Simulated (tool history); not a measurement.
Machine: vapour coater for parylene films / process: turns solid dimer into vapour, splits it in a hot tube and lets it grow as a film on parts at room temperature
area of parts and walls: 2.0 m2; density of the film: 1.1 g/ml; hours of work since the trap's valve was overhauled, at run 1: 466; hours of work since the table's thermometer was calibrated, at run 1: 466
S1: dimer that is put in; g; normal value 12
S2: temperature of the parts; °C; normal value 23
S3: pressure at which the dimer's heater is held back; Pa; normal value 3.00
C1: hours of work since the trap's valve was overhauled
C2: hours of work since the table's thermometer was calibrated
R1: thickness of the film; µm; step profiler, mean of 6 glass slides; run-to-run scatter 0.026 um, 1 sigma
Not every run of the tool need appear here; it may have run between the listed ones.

run 1 hour=0.0 | S1=12 S2=23 S3=3.00 | C1=466 C2=466 | R1=3.92
run 2 hour=16.3 | S1=12 S2=23 S3=3.00 | C1=479 C2=479 | R1=3.86
-- hour=29.6 trap's valve overhauled
run 3 hour=39.1 | S1=12 S2=23 S3=3.00 | C1=8 C2=494 | R1=4.01
run 4 hour=48.1 | S1=12 S2=23 S3=3.00 | C1=15 C2=502 | R1=4.00
run 5 hour=66.6 | S1=12 S2=23 S3=3.00 | C1=30 C2=517 | R1=4.02
run 6 hour=78.5 | S1=12 S2=23 S3=3.00 | C1=40 C2=527 | R1=4.00
run 7 hour=89.1 | S1=12 S2=32 S3=3.00 | C1=49 C2=535 | R1=2.66
run 8 hour=108.2 | S1=12 S2=32 S3=3.00 | C1=64 C2=551 | R1=2.64
run 9 hour=121.6 | S1=12 S2=15 S3=3.00 | C1=75 C2=562 | R1=5.29
run 10 hour=130.2 | S1=12 S2=15 S3=3.00 | C1=82 C2=569 | R1=5.30
run 11 hour=147.0 | S1=12 S2=15 S3=3.00 | C1=96 C2=583 | R1=5.24
run 12 hour=166.0 | S1=12 S2=15 S3=3.00 | C1=112 C2=598 | R1=5.29
run 13 hour=178.9 | S1=12 S2=15 S3=3.00 | C1=122 C2=609 | R1=5.30
run 14 hour=196.3 | S1=12 S2=15 S3=3.00 | C1=137 C2=623 | R1=5.30
run 15 hour=211.1 | S1=12 S2=15 S3=3.00 | C1=149 C2=635 | R1=5.26
run 16 hour=228.7 | S1=12 S2=23 S3=4.75 | C1=163 C2=650 | R1=3.66
run 17 hour=243.7 | S1=12 S2=23 S3=4.75 | C1=175 C2=662 | R1=3.66
run 18 hour=259.6 | S1=6 S2=23 S3=3.00 | C1=188 C2=675 | R1=1.99
run 19 hour=273.5 | S1=12 S2=34 S3=3.00 | C1=200 C2=687 | R1=2.39
run 20 hour=291.8 | S1=12 S2=34 S3=3.00 | C1=215 C2=702 | R1=2.36
run 21 hour=305.8 | S1=12 S2=34 S3=3.00 | C1=226 C2=713 | R1=2.40
run 22 hour=322.9 | S1=12 S2=23 S3=3.00 | C1=240 C2=727 | R1=3.92
run 23 hour=344.0 | S1=12 S2=23 S3=3.00 | C1=258 C2=744 | R1=3.95
run 24 hour=365.2 | S1=12 S2=23 S3=3.00 | C1=275 C2=762 | R1=3.93
run 25 hour=375.1 | S1=12 S2=23 S3=3.00 | C1=283 C2=770 | R1=3.92
run 26 hour=390.4 | S1=6 S2=23 S3=3.00 | C1=296 C2=782 | R1=1.96
run 27 hour=406.0 | S1=11 S2=23 S3=2.73 | C1=308 C2=795 | R1=3.61
run 28 hour=424.3 | S1=19 S2=19 S3=3.00 | C1=323 C2=810 | R1=7.41
run 29 hour=437.9 | S1=8 S2=29 S3=3.84 | C1=335 C2=821 | R1=1.89
run 30 hour=451.2 | S1=9 S2=29 S3=3.11 | C1=345 C2=832 | R1=2.18
run 31 hour=461.6 | S1=5 S2=22 S3=3.28 | C1=354 C2=841 | R1=1.66
run 32 hour=478.0 | S1=9 S2=23 S3=3.31 | C1=367 C2=854 | R1=2.85
run 33 hour=493.3 | S1=9 S2=23 S3=3.31 | C1=380 C2=867 | R1=2.83
run 34 hour=512.2 | S1=19 S2=30 S3=3.31 | C1=395 C2=882 | R1=4.33
run 35 hour=528.6 | S1=19 S2=30 S3=3.31 | C1=409 C2=896 | R1=4.34
run 36 hour=538.1 | S1=8 S2=33 S3=8.08 | C1=417 C2=903 | R1=1.34
run 37 hour=551.5 | S1=8 S2=35 S3=8.08 | C1=428 C2=914 | R1=1.23
run 38 hour=568.4 | S1=18 S2=35 S3=2.99 | C1=442 C2=928 | R1=3.32
run 39 hour=584.9 | S1=5 S2=17 S3=3.05 | C1=455 C2=942 | R1=2.12
run 40 hour=595.9 | S1=5 S2=17 S3=3.05 | C1=464 C2=951 | R1=2.09
run 41 hour=606.5 | S1=9 S2=31 S3=8.40 | C1=473 C2=959 | R1=1.64
-- hour=627.5 trap's valve overhauled
run 42 hour=627.5 | S1=7 S2=31 S3=3.03 | C1=0 C2=973 | R1=1.61
run 43 hour=647.7 | S1=20 S2=24 S3=3.32 | C1=17 C2=990 | R1=6.12
run 44 hour=668.6 | S1=6 S2=30 S3=9.41 | C1=34 C2=1007 | R1=1.15
run 45 hour=687.8 | S1=6 S2=30 S3=9.41 | C1=49 C2=1023 | R1=1.13
run 46 hour=707.2 | S1=16 S2=21 S3=2.49 | C1=65 C2=1039 | R1=5.93

5 ways to go on from here, each from the tool as it stands after run 46. What would each give?
run A hour=724.7 | S1=12 S2=33 S3=7.63 | C1=80 C2=1053 | R1=?
run B hour=724.7 | S1=12 S2=23 S3=2.50 | C1=80 C2=1053 | R1=?
run C hour=724.7 | S1=8 S2=34 S3=3.00 | C1=80 C2=1053 | R1=?
run D hour=724.7 | S1=8 S2=23 S3=3.00 | C1=80 C2=1053 | R1=?
run E hour=724.7 | S1=6 S2=32 S3=2.05 | C1=80 C2=1053 | R1=?

run=A R1=2.07
run=B R1=4.05
run=C R1=1.56
run=D R1=2.61
run=E R1=1.41
What these runs would have given with no unlogged condition in the tool:
run=A R1=2.18
run=B R1=4.26
run=C R1=1.64
run=D R1=2.75
run=E R1=1.48
